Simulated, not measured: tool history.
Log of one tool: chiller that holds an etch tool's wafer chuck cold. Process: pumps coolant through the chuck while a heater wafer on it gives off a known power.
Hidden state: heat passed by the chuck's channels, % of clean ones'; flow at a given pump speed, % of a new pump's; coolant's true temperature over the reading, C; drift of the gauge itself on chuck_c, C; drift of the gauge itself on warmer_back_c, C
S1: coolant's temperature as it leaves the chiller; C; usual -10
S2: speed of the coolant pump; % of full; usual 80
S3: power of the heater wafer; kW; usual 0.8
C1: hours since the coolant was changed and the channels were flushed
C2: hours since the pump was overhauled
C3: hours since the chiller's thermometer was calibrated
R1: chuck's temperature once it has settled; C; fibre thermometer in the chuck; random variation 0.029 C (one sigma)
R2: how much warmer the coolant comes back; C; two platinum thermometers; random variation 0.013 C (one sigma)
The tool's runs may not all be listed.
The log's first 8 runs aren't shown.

run	day	S1	S2	S3	C1	C2	C3	R1	R2
9	13.188	-10	80	0.526	106	1116	964	-5.86	1.62
10	14.775	-10	80	0.566	144	1154	1002	-5.54	1.72
11	16.938	-10	76	0.566	196	1206	1054	-5.31	1.81
12	18.638	-10	80	0.8	236	1246	1095	-3.68	2.44
13	19.917	-10	94	0.8	267	1277	1126	-4.55	2.05
14	21.483	-10	94	0.8	305	1315	1163	-4.54	2.05
15	23.221	-10	80	0.8	346	1356	1205	-3.66	2.44
16	25.321	-10	97	0.8	397	1407	1255	-4.7	2.01
17	27.558	-10	97	0.8	450	1461	1309	-4.7	1.99
18	28.638	-10	64	0.8	476	1486	1335	-2.18	3.12

Forecast run 19:
19	30.854	-10	64	0.8	530	1540	1388	?	?

{"run 19": {"R1": -2.27, "R2": 3.14}}
Without the tool's hidden state the same run would have given R1 -2.27 C, R2 3.14 C.

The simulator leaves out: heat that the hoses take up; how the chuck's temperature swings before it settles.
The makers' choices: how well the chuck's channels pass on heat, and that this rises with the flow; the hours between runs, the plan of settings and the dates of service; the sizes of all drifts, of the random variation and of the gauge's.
